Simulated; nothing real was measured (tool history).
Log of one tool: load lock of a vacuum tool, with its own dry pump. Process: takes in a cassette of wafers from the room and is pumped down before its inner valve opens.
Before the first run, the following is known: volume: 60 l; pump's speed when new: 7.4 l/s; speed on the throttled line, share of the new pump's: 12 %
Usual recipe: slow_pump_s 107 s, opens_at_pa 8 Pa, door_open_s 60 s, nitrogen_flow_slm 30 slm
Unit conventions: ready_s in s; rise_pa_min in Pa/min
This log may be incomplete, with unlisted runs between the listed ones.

run	hour	slow_pump_s	opens_at_pa	door_open_s	nitrogen_flow_slm	incoming humidity of the room's air, %	ready_s	rise_pa_min
1	0.0	107	8	60	30	45.2	178.4	0.059
2	162.2	107	8	93	30	45.3	177.6	0.068
3	379.6	107	8	93	30	49.6	181.9	0.067
4	635.9	107	8	93	30	46.2	179.6	0.068
5	919.3	107	8	60	30	44.9	180.4	0.073
6	1211.8	107	8	60	30	42.8	180.4	0.069
7	1488.4	107	8	60	30	45.0	180.9	0.068
8	1625.5	107	8	60	30	47.6	181.5	0.069
# hour 1754.1: dry pump taken out, an overhauled one fitted
9	1826.2	87	7	60	30	40.2	154.2	0.076
10	2132.7	87	7	60	30	42.4	155.4	0.074
11	2301.3	87	10	43	30	45.7	150.5	0.078
12	2541.3	129	10	43	38	46.5	189.5	0.082
13	2777.7	107	9	60	30	48.4	169.0	0.084
14	3015.2	107	9	60	30	41.7	169.1	0.082

Forecast each of these 5 alternatives for the next run:
A	3248.3	107	8	41	30	47.4	?	?
B	3248.3	164	9	60	30	48.1	?	?
C	3248.3	94	9	60	30	45.6	?	?
D	3248.3	130	13	60	30	45.1	?	?
E	3248.3	107	8	27	30	43.7	?	?

run	ready_s	rise_pa_min
A	171.1	0.085
B	219.3	0.084
C	160.8	0.087
D	187.2	0.088
E	171.8	0.084
Without the tool's hidden state the same runs would have given:
run	ready_s	rise_pa_min
A	170.9	0.006
B	219.3	0.004
C	160.9	0.006
D	187.3	0.008
E	171.7	0.002

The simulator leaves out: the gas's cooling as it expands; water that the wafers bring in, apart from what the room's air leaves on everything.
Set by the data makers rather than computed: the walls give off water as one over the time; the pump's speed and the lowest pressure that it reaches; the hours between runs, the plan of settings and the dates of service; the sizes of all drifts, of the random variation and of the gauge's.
